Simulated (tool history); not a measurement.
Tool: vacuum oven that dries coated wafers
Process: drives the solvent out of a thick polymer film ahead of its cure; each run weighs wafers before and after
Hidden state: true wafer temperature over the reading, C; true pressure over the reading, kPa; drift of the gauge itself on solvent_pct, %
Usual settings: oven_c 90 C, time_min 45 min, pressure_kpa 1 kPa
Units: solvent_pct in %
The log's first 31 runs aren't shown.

run	hour	oven_c	time_min	pressure_kpa	hours of work since the thermocouples were calibrated	hours of work since the vacuum gauge was cleaned of residue	solvent_pct
32	1439	76	39	1	195	1957	9.16
33	1470.3	104	45	1	218	1980	0.8
34	1511.4	75	40	1.77	248	2009	10.06
35	1572	97	53	0.68	292	2053	1.16
36	1601.5	89	60	1	313	2075	2.24
37	1629.8	89	60	1	334	2095	2.22
38	1667.3	75	30	0.6	361	2123	10.99
39	1732.8	80	68	0.6	409	2170	3.73
40	1776.3	80	68	2.48	440	2202	5.49
41	1810.3	80	68	2.48	465	2226	5.56
42	1850.7	80	68	2.48	494	2256	5.42
43	1909.4	90	31	3.3	537	2298	6.84

Forecast each of these 5 alternatives for the next run:
A	1942.6	88	26	1.91	561	2322	?
B	1942.6	91	63	3.3	561	2322	?
C	1942.6	90	56	3.52	561	2322	?
D	1942.6	90	44	1.19	561	2322	?
E	1942.6	90	45	1.72	561	2322	?

run	solvent_pct
A	7.91
B	3.34
C	4.23
D	3.52
E	3.67
Without the tool's hidden state the same runs would have given:
run	solvent_pct
A	7.87
B	3.29
C	4.19
D	3.47
E	3.62
